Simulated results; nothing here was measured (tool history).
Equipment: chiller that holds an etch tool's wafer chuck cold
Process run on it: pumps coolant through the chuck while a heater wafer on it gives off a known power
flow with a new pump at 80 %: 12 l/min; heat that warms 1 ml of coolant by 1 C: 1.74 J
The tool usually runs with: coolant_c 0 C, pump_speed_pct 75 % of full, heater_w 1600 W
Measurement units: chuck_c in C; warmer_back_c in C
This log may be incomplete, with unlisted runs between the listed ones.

run 1 hour=0 | coolant_c=0 pump_speed_pct=75 heater_w=1600 | chuck_c=21.4 warmer_back_c=5.12
-- hour=111.1 coolant changed, channels flushed
run 2 hour=114.4 | coolant_c=0 pump_speed_pct=75 heater_w=1600 | chuck_c=19.5 warmer_back_c=5.15
run 3 hour=210.9 | coolant_c=0 pump_speed_pct=75 heater_w=1600 | chuck_c=19.6 warmer_back_c=5.18
run 4 hour=296.4 | coolant_c=5 pump_speed_pct=75 heater_w=1600 | chuck_c=24.6 warmer_back_c=5.12
run 5 hour=367.1 | coolant_c=5 pump_speed_pct=75 heater_w=1600 | chuck_c=24.6 warmer_back_c=5.16
run 6 hour=432.7 | coolant_c=0 pump_speed_pct=75 heater_w=1600 | chuck_c=19.7 warmer_back_c=5.17
run 7 hour=539.8 | coolant_c=4 pump_speed_pct=75 heater_w=1600 | chuck_c=23.7 warmer_back_c=5.22
run 8 hour=613.6 | coolant_c=4 pump_speed_pct=75 heater_w=1600 | chuck_c=23.9 warmer_back_c=5.23
run 9 hour=714.3 | coolant_c=4 pump_speed_pct=75 heater_w=1600 | chuck_c=23.8 warmer_back_c=5.16
run 10 hour=765.8 | coolant_c=4 pump_speed_pct=75 heater_w=1600 | chuck_c=23.8 warmer_back_c=5.2
run 11 hour=865.2 | coolant_c=-5 pump_speed_pct=75 heater_w=819 | chuck_c=4.6 warmer_back_c=2.65
run 12 hour=939.9 | coolant_c=-5 pump_speed_pct=75 heater_w=819 | chuck_c=4.6 warmer_back_c=2.68
run 13 hour=1037.1 | coolant_c=-1 pump_speed_pct=79 heater_w=1014 | chuck_c=10.7 warmer_back_c=3.13
run 14 hour=1099.9 | coolant_c=0 pump_speed_pct=66 heater_w=992 | chuck_c=13 warmer_back_c=3.8
run 15 hour=1159.2 | coolant_c=-1 pump_speed_pct=75 heater_w=1600 | chuck_c=19 warmer_back_c=5.24
run 16 hour=1239.5 | coolant_c=-1 pump_speed_pct=75 heater_w=1600 | chuck_c=19.2 warmer_back_c=5.25
run 17 hour=1318.4 | coolant_c=-1 pump_speed_pct=73 heater_w=1577 | chuck_c=19.1 warmer_back_c=5.36
run 18 hour=1404.3 | coolant_c=-1 pump_speed_pct=73 heater_w=1577 | chuck_c=19.2 warmer_back_c=5.34
-- hour=1468.6 chiller's thermometer calibrated
run 19 hour=1513.3 | coolant_c=-1 pump_speed_pct=73 heater_w=1577 | chuck_c=20.7 warmer_back_c=5.41

Pick out some run-to-run changes in chuck_c. Of each, how much would a tool without hidden state show as well, from the settings, what came in and chance, and how much is left for the hidden state and any gauge scatter not in both results compared?
Unlogged tool condition in this case: heat passed by the chuck's channels, % of clean ones'; flow at a given pump speed, % of a new pump's; coolant's true temperature over the reading, C; drift of the gauge itself on chuck_c, C; drift of the gauge itself on warmer_back_c, C.
Run 1 -> 2: coolant changed, channels flushed. chuck_c -1.9 C: hidden state -1.8, all else -0.1.
Run 10 -> 11: coolant_c 4 -> -5, heater_w 1600 -> 819. chuck_c -19.2 C: hidden state -0.4, all else -18.8.

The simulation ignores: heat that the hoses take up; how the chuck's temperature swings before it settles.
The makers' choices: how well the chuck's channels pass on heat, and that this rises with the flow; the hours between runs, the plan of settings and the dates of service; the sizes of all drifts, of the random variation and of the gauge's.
